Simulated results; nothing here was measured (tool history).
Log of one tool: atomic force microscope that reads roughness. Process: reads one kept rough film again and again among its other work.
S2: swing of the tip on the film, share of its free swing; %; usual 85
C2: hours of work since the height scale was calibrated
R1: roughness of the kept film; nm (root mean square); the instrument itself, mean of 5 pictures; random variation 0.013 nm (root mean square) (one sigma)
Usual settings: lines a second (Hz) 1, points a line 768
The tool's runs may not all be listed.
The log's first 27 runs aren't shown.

run 28 day=13.45 | lines_a_second_(Hz)=0.62 S2=85 points_a_line=278 | pictures_with_this_tip=102 C2=21 | R1=2.514
run 29 day=14.029 | lines_a_second_(Hz)=0.62 S2=85 points_a_line=278 | pictures_with_this_tip=121 C2=27 | R1=2.419
run 30 day=14.688 | lines_a_second_(Hz)=0.78 S2=64 points_a_line=768 | pictures_with_this_tip=144 C2=35 | R1=2.471
run 31 day=15.012 | lines_a_second_(Hz)=2.91 S2=76 points_a_line=380 | pictures_with_this_tip=155 C2=38 | R1=2.07
run 32 day=15.408 | lines_a_second_(Hz)=1 S2=72 points_a_line=768 | pictures_with_this_tip=168 C2=43 | R1=2.291
-- day=15.625 new tip fitted
run 33 day=16.092 | lines_a_second_(Hz)=0.94 S2=67 points_a_line=768 | pictures_with_this_tip=16 C2=50 | R1=3.124
run 34 day=16.621 | lines_a_second_(Hz)=0.96 S2=87 points_a_line=368 | pictures_with_this_tip=34 C2=56 | R1=2.767
run 35 day=17.046 | lines_a_second_(Hz)=0.96 S2=87 points_a_line=368 | pictures_with_this_tip=49 C2=61 | R1=2.703
run 36 day=17.312 | lines_a_second_(Hz)=0.96 S2=87 points_a_line=368 | pictures_with_this_tip=58 C2=64 | R1=2.643
run 37 day=17.888 | lines_a_second_(Hz)=0.96 S2=87 points_a_line=368 | pictures_with_this_tip=77 C2=70 | R1=2.56
run 38 day=18.196 | lines_a_second_(Hz)=1 S2=75 points_a_line=735 | pictures_with_this_tip=88 C2=73 | R1=2.653
run 39 day=18.792 | lines_a_second_(Hz)=1 S2=75 points_a_line=735 | pictures_with_this_tip=108 C2=80 | R1=2.553
run 40 day=19.417 | lines_a_second_(Hz)=1 S2=57 points_a_line=477 | pictures_with_this_tip=129 C2=87 | R1=2.551

Forecast each of these 3 alternatives for the next run:
run A day=19.762 | lines_a_second_(Hz)=1.17 S2=68 points_a_line=477 | pictures_with_this_tip=141 C2=91 | R1=?
run B day=19.762 | lines_a_second_(Hz)=1 S2=71 points_a_line=332 | pictures_with_this_tip=141 C2=91 | R1=?
run C day=19.762 | lines_a_second_(Hz)=1 S2=72 points_a_line=524 | pictures_with_this_tip=141 C2=91 | R1=?

run=A R1=2.405
run=B R1=2.388
run=C R1=2.401
Without the tool's hidden state the same runs would have given:
run=A R1=3.228
run=B R1=3.209
run=C R1=3.226

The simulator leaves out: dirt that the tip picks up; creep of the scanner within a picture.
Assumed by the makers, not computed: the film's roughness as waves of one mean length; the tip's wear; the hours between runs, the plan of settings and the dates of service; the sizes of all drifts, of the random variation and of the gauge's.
